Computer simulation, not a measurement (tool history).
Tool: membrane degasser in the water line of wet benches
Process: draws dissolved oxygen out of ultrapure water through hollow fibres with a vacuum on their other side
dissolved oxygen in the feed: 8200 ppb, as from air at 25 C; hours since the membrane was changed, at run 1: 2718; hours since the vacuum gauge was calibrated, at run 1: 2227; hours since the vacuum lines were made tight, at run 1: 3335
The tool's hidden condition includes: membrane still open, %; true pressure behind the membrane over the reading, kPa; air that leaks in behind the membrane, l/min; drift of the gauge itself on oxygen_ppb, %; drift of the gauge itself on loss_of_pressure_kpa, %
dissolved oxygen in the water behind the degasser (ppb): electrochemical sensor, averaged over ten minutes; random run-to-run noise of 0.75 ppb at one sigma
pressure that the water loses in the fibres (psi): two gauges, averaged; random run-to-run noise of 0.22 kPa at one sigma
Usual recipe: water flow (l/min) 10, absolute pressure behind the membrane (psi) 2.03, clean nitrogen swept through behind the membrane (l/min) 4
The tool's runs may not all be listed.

run    hour  water flow (l/min)  absolute pressure behind the membrane (psi)  clean nitrogen swept through behind the membrane (l/min)  hours since the membrane was changed  hours since the vacuum gauge was calibrated  hours since the vacuum lines were made tight  dissolved oxygen in the water behind the degasser (ppb)  pressure that the water loses in the fibres (psi)
  1       0                  10                                         2.03                                                         4                                  2718                                         2227                                          3335                                                     68.3                                              7.762
  2   134.3                  10                                         2.03                                                         4                                  2853                                         2361                                          3470                                                     68.5                                              7.754
  3     363                  10                                         2.03                                                      1.68                                  3081                                         2590                                          3698                                                    158.5                                              7.725
  4   544.2                  10                                         2.03                                                      1.68                                  3263                                         2771                                          3879                                                    154.7                                              7.717
  5   659.3                  10                                         2.03                                                      1.68                                  3378                                         2886                                          3995                                                    154.7                                               7.76
  6   855.9                  10                                         2.22                                                      1.68                                  3574                                         3083                                          4191                                                    176.7                                              7.712
  7   953.6                  10                                         2.22                                                      1.68                                  3672                                         3181                                          4289                                                    173.2                                              7.739
  8  1056.6                  10                                         2.22                                                      1.68                                  3775                                         3284                                          4392                                                    174.7                                              7.796
  9  1212.4                  10                                         2.22                                                      1.68                                  3931                                         3439                                          4548                                                    172.3                                              7.726
 10  1442.3                  10                                         2.22                                                      1.68                                  4161                                         3669                                          4778                                                    172.5                                              7.702
 11  1535.3                  10                                         2.22                                                      1.62                                  4254                                         3762                                          4871                                                    179.8                                              7.757
 12  1650.7                  13                                         2.03                                                         4                                  4369                                         3878                                          4986                                                       91                                             10.076
 13  1838.5                  10                                         3.41                                                         4                                  4557                                         4066                                          5174                                                    125.8                                              7.781
 14  1946.7                  10                                         2.03                                                      2.65                                  4665                                         4174                                          5282                                                    102.1                                              7.728
 15    2129                  10                                         2.03                                                      2.65                                  4847                                         4356                                          5464                                                    103.1                                              7.744
 16  2256.5                  10                                         2.03                                                      2.34                                  4975                                         4484                                          5592                                                    114.3                                              7.755
 17  2468.5                  11                                         1.91                                                      5.16                                  5187                                         4696                                          5804                                                     55.9                                              8.459
 18  2632.3                  11                                         1.91                                                      5.16                                  5351                                         4859                                          5968                                                     55.8                                              8.518
 19  2726.3                  10                                         1.31                                                      7.24                                  5445                                         4953                                          6062                                                     21.8                                              7.713
 20  2906.2                  11                                         1.31                                                      1.71                                  5625                                         5133                                          6241                                                     92.3                                              8.506
 21  3090.5                  11                                         1.31                                                      1.71                                  5809                                         5318                                          6426                                                     92.1                                              8.578
 22  3196.2                  12                                         2.03                                                      2.28                                  5915                                         5423                                          6531                                                    141.6                                              9.256
 23  3306.7                  16                                         2.03                                                      5.55                                  6025                                         5534                                          6642                                                     84.7                                             12.298
     3346.3  -- seals of the vacuum lines changed
 24    3416                  10                                         4.18                                                       1.6                                  6132                                         5641                                            70                                                    381.5                                              7.757
 25  3646.1                  10                                         4.18                                                       1.6                                  6362                                         5871                                           300                                                    375.7                                              7.703
 26  3764.7                  14                                         3.61                                                      1.88                                  6481                                         5990                                           418                                                    376.6                                             10.911
 27    3866                  10                                         2.15                                                      4.07                                  6582                                         6091                                           520                                                     72.7                                              7.696
 28  4062.4                  10                                         2.15                                                      4.07                                  6779                                         6287                                           716                                                     72.6                                              7.729
 29  4196.8                  10                                         2.15                                                      4.07                                  6913                                         6422                                           851                                                     72.2                                              7.731

Forecast run 30:
 30  4379                  10                                         2.15                                                      4.07                                  7095                                         6604                                          1033                                                        ?                                                  ?

{"run 30": {"dissolved oxygen in the water behind the degasser (ppb)": 71.9, "pressure that the water loses in the fibres (psi)": 7.726}}
Minus the tool's unlogged condition, the same run would have read dissolved oxygen in the water behind the degasser (ppb) 71.8, pressure that the water loses in the fibres (psi) 7.715.
